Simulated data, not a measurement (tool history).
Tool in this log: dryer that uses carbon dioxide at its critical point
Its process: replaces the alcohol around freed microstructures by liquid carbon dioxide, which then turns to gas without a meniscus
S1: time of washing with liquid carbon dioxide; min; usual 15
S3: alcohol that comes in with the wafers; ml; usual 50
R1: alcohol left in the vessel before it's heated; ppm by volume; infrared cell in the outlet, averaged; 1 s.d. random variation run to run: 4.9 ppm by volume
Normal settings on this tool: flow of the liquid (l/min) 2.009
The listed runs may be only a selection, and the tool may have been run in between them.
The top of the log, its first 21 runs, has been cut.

{"run": 22, "hour": 204.9, "S1": 15, "flow of the liquid (l/min)": 1.53, "S3": 50, "R1": 312}
{"run": 23, "hour": 211.6, "S1": 12, "flow of the liquid (l/min)": 1.53, "S3": 40, "R1": 503}
{"run": 24, "hour": 222.4, "S1": 15, "flow of the liquid (l/min)": 1.41, "S3": 31, "R1": 263}
{"run": 25, "hour": 227.8, "S1": 13, "flow of the liquid (l/min)": 1.87, "S3": 80, "R1": 396}
{"run": 26, "hour": 237.6, "S1": 13, "flow of the liquid (l/min)": 1.87, "S3": 80, "R1": 389}
{"run": 27, "hour": 250.8, "S1": 15, "flow of the liquid (l/min)": 3.35, "S3": 50, "R1": 32}
{"run": 28, "hour": 259.8, "S1": 15, "flow of the liquid (l/min)": 1.48, "S3": 88, "R1": 589}
{"run": 29, "hour": 266.1, "S1": 15, "flow of the liquid (l/min)": 1.48, "S3": 88, "R1": 601}
{"run": 30, "hour": 276.6, "S1": 18, "flow of the liquid (l/min)": 2.11, "S3": 67, "R1": 75}
{"run": 31, "hour": 286.9, "S1": 18, "flow of the liquid (l/min)": 2.11, "S3": 67, "R1": 70}
{"run": 32, "hour": 297.4, "S1": 13, "flow of the liquid (l/min)": 2.88, "S3": 58, "R1": 82}
{"run": 33, "hour": 309.9, "S1": 12, "flow of the liquid (l/min)": 2.67, "S3": 78, "R1": 148}
{"run": 34, "hour": 321.7, "S1": 12, "flow of the liquid (l/min)": 2.67, "S3": 78, "R1": 145}
{"run": 35, "hour": 334.0, "S1": 17, "flow of the liquid (l/min)": 2.32, "S3": 78, "R1": 80}
{"run": 36, "hour": 342.5, "S1": 23, "flow of the liquid (l/min)": 2.01, "S3": 74, "R1": 60}
{"run": 37, "hour": 355.4, "S1": 23, "flow of the liquid (l/min)": 2.01, "S3": 74, "R1": 54}
{"run": 38, "hour": 365.3, "S1": 19, "flow of the liquid (l/min)": 1.64, "S3": 76, "R1": 163}
{"hour": 376.9, "done": "inlet filter changed"}
{"run": 39, "hour": 376.9, "S1": 17, "flow of the liquid (l/min)": 3.35, "S3": 44, "R1": 51}
{"run": 40, "hour": 385.6, "S1": 14, "flow of the liquid (l/min)": 3.12, "S3": 90, "R1": 54}
{"run": 41, "hour": 393.4, "S1": 16, "flow of the liquid (l/min)": 2.14, "S3": 31, "R1": 62}
{"run": 42, "hour": 404.8, "S1": 16, "flow of the liquid (l/min)": 2.14, "S3": 31, "R1": 64}
{"run": 43, "hour": 412.8, "S1": 13, "flow of the liquid (l/min)": 1.55, "S3": 50, "R1": 338}

Each row is a separate what-if for the run after 43, all from the same tool condition, not one after another. Results?
{"run": "A", "hour": 421.8, "S1": 13, "flow of the liquid (l/min)": 2.92, "S3": 28, "R1": "?"}
{"run": "B", "hour": 421.8, "S1": 13, "flow of the liquid (l/min)": 1.84, "S3": 50, "R1": "?"}
{"run": "C", "hour": 421.8, "S1": 13, "flow of the liquid (l/min)": 2.64, "S3": 34, "R1": "?"}
{"run": "D", "hour": 421.8, "S1": 15, "flow of the liquid (l/min)": 1.61, "S3": 30, "R1": "?"}

run=A R1=58
run=B R1=194
run=C R1=75
run=D R1=132
Without the tool's hidden state the same runs would have given:
run=A R1=12
run=B R1=143
run=C R1=28
run=D R1=84
